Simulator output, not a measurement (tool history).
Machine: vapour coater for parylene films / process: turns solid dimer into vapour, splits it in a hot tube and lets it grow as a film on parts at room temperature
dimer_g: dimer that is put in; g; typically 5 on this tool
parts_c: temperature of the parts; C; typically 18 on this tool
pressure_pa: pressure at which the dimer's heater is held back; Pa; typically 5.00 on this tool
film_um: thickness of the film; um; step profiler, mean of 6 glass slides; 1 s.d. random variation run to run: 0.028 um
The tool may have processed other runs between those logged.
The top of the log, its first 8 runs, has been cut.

run	day	dimer_g	parts_c	pressure_pa	film_um
9	6.179	7	18	5.00	3.42
10	6.858	5	18	9.16	2.34
11	7.358	5	18	9.16	2.30
12	7.783	5	18	9.16	2.31
13	8.271	5	18	9.16	2.33
14	9.125	5	18	9.16	2.38
15	9.954	5	18	9.16	2.34
16	10.767	5	18	9.16	2.34
17	11.533	5	18	9.16	2.26
18	12.333	5	18	6.94	2.41
19	13.150	5	18	6.94	2.35
20	14.000	5	18	5.00	2.45
21	14.750	5	18	5.00	2.39
# day 15.438: trap's valve overhauled
22	15.508	5	18	5.00	2.47
23	16.329	5	18	5.00	2.44
24	17.058	5	18	5.00	2.47
25	17.992	5	18	5.00	2.42
26	18.758	5	12	8.06	3.00
27	19.362	2	10	8.06	1.31

Predict the results of run 28:
28	20.083	2	10	8.06	?

{"run 28": {"film_um": 1.33}}
Without the tool's hidden state the same run would have given film_um 1.34 um.
